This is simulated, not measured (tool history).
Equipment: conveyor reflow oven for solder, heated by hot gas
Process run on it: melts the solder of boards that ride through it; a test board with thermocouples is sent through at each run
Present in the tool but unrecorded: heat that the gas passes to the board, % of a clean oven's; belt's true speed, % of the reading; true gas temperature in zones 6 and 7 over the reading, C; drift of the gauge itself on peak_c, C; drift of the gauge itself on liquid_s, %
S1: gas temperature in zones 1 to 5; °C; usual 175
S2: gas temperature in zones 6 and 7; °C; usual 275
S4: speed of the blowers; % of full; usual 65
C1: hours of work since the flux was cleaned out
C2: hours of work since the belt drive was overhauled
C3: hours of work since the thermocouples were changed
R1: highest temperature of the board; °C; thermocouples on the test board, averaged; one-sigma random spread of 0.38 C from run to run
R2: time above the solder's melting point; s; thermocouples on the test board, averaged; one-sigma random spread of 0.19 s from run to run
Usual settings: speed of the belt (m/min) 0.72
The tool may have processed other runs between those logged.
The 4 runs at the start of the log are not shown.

{"run": 5, "hour": 50.3, "S1": 175, "S2": 275, "speed of the belt (m/min)": 0.72, "S4": 70, "C1": 168, "C2": 409, "C3": 94, "R1": 259.1, "R2": 46.7}
{"run": 6, "hour": 58.7, "S1": 175, "S2": 275, "speed of the belt (m/min)": 0.72, "S4": 70, "C1": 173, "C2": 414, "C3": 100, "R1": 257.3, "R2": 46.7}
{"run": 7, "hour": 67.5, "S1": 175, "S2": 275, "speed of the belt (m/min)": 0.72, "S4": 70, "C1": 179, "C2": 419, "C3": 105, "R1": 257.6, "R2": 46.6}
{"run": 8, "hour": 81.0, "S1": 175, "S2": 275, "speed of the belt (m/min)": 0.72, "S4": 65, "C1": 187, "C2": 428, "C3": 114, "R1": 256.6, "R2": 46.2}
{"run": 9, "hour": 90.4, "S1": 175, "S2": 275, "speed of the belt (m/min)": 0.72, "S4": 65, "C1": 193, "C2": 434, "C3": 120, "R1": 257, "R2": 46}
{"run": 10, "hour": 104.8, "S1": 175, "S2": 275, "speed of the belt (m/min)": 0.72, "S4": 65, "C1": 202, "C2": 443, "C3": 129, "R1": 255.7, "R2": 46.3}
{"run": 11, "hour": 111.9, "S1": 175, "S2": 275, "speed of the belt (m/min)": 0.72, "S4": 59, "C1": 207, "C2": 447, "C3": 133, "R1": 255.8, "R2": 45}
{"run": 12, "hour": 125.3, "S1": 178, "S2": 275, "speed of the belt (m/min)": 0.72, "S4": 59, "C1": 215, "C2": 456, "C3": 142, "R1": 256, "R2": 46.1}
{"run": 13, "hour": 140.1, "S1": 175, "S2": 288, "speed of the belt (m/min)": 0.72, "S4": 65, "C1": 224, "C2": 465, "C3": 151, "R1": 268.5, "R2": 51.3}
{"run": 14, "hour": 153.7, "S1": 175, "S2": 288, "speed of the belt (m/min)": 0.72, "S4": 65, "C1": 233, "C2": 474, "C3": 160, "R1": 267.6, "R2": 51.1}
{"run": 15, "hour": 165.3, "S1": 175, "S2": 288, "speed of the belt (m/min)": 0.72, "S4": 65, "C1": 240, "C2": 481, "C3": 167, "R1": 268.2, "R2": 51.6}
{"run": 16, "hour": 174.0, "S1": 175, "S2": 288, "speed of the belt (m/min)": 0.72, "S4": 65, "C1": 246, "C2": 487, "C3": 172, "R1": 267.6, "R2": 51.3}
{"run": 17, "hour": 183.7, "S1": 175, "S2": 272, "speed of the belt (m/min)": 0.72, "S4": 70, "C1": 252, "C2": 493, "C3": 179, "R1": 254.8, "R2": 45.1}
{"run": 18, "hour": 199.7, "S1": 160, "S2": 263, "speed of the belt (m/min)": 0.794, "S4": 65, "C1": 262, "C2": 503, "C3": 189, "R1": 238.3, "R2": 26.6}
{"run": 19, "hour": 206.7, "S1": 160, "S2": 263, "speed of the belt (m/min)": 0.794, "S4": 65, "C1": 266, "C2": 507, "C3": 193, "R1": 238.4, "R2": 26.8}
{"run": 20, "hour": 221.1, "S1": 187, "S2": 263, "speed of the belt (m/min)": 0.717, "S4": 65, "C1": 276, "C2": 516, "C3": 202, "R1": 248.2, "R2": 45.3}

What will run 21 give?
{"run": 21, "hour": 238.1, "S1": 189, "S2": 263, "speed of the belt (m/min)": 0.686, "S4": 65, "C1": 286, "C2": 527, "C3": 213, "R1": "?", "R2": "?"}

R1: 250.1 °C
R2: 49.5 s
With the hidden condition absent and the run-to-run variation left alone, this run would have shown R1 251.1 °C, R2 50.2 s.
